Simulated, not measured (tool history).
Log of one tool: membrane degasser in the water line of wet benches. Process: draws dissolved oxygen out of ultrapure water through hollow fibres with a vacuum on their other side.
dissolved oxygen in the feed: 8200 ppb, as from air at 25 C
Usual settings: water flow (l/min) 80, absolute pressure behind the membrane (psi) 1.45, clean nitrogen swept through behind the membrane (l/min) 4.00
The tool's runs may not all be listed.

run	day	water flow (l/min)	absolute pressure behind the membrane (psi)	clean nitrogen swept through behind the membrane (l/min)	dissolved oxygen in the water behind the degasser (ppb)	pressure that the water loses in the fibres (psi)
1	0.000	80	1.45	4.00	405.0	4.706
2	6.071	80	1.45	4.00	395.1	4.699
3	10.696	80	1.45	4.00	399.4	4.695
4	16.346	80	1.45	4.00	398.1	4.773
5	22.321	80	1.45	4.00	402.6	4.741
6	27.167	80	1.45	4.00	401.9	4.677
7	30.771	80	2.89	4.00	789.2	4.725
8	34.225	80	2.89	4.00	790.2	4.785
9	38.642	80	2.89	4.00	786.5	4.759
10	44.167	80	2.89	4.00	788.8	4.706
11	48.679	80	1.45	4.00	405.8	4.751
12	52.829	80	1.45	4.00	409.6	4.780
13	57.225	80	1.45	4.00	409.8	4.720
14	62.842	80	1.45	4.00	410.0	4.751
15	67.971	53	1.45	4.00	231.8	3.118
16	72.988	53	1.45	4.00	237.6	3.169
17	76.104	81	3.29	7.83	562.8	4.841
18	81.271	80	3.02	7.39	539.2	4.724
19	85.179	80	2.39	7.39	435.7	4.766
20	89.371	80	0.99	5.07	252.8	4.754
21	92.538	117	2.67	2.00	1668.9	6.946
22	95.346	78	2.61	3.75	749.1	4.651
23	98.638	78	2.61	3.75	741.7	4.618
24	102.292	80	3.57	4.00	980.4	4.791
25	107.892	56	3.03	4.00	573.8	3.349
26	111.246	88	3.10	2.82	1203.0	5.261
27	114.275	71	3.10	2.82	981.4	4.216
28	117.242	95	1.97	3.42	756.0	5.622
29	120.350	95	2.94	3.40	1092.2	5.646
30	124.933	95	1.16	9.26	305.2	5.709
31	128.762	91	2.18	2.25	1000.2	5.455

The same runs without the tool's hidden state, with the same run-to-run variation:
The hidden state here: membrane still open, %; true pressure behind the membrane over the reading, kPa; air that leaks in behind the membrane, l/min; drift of the gauge itself on oxygen_ppb, %; drift of the gauge itself on loss_of_pressure_kpa, %.
run	dissolved oxygen in the water behind the degasser (ppb)	pressure that the water loses in the fibres (psi)
1	397.8	4.648
2	387.5	4.638
3	391.2	4.631
4	389.5	4.706
5	393.2	4.669
6	391.9	4.603
7	779.5	4.650
8	780.1	4.705
9	776.1	4.677
10	777.8	4.622
11	393.5	4.664
12	396.8	4.691
13	396.5	4.627
14	396.1	4.656
15	225.1	3.052
16	230.5	3.102
17	549.8	4.735
18	525.7	4.617
19	421.9	4.657
20	236.5	4.644
21	1640.7	6.781
22	732.8	4.538
23	725.3	4.503
24	963.7	4.670
25	563.9	3.263
26	1181.6	5.121
27	965.0	4.103
28	730.4	5.469
29	1067.6	5.491
30	282.0	5.551
31	973.6	5.301
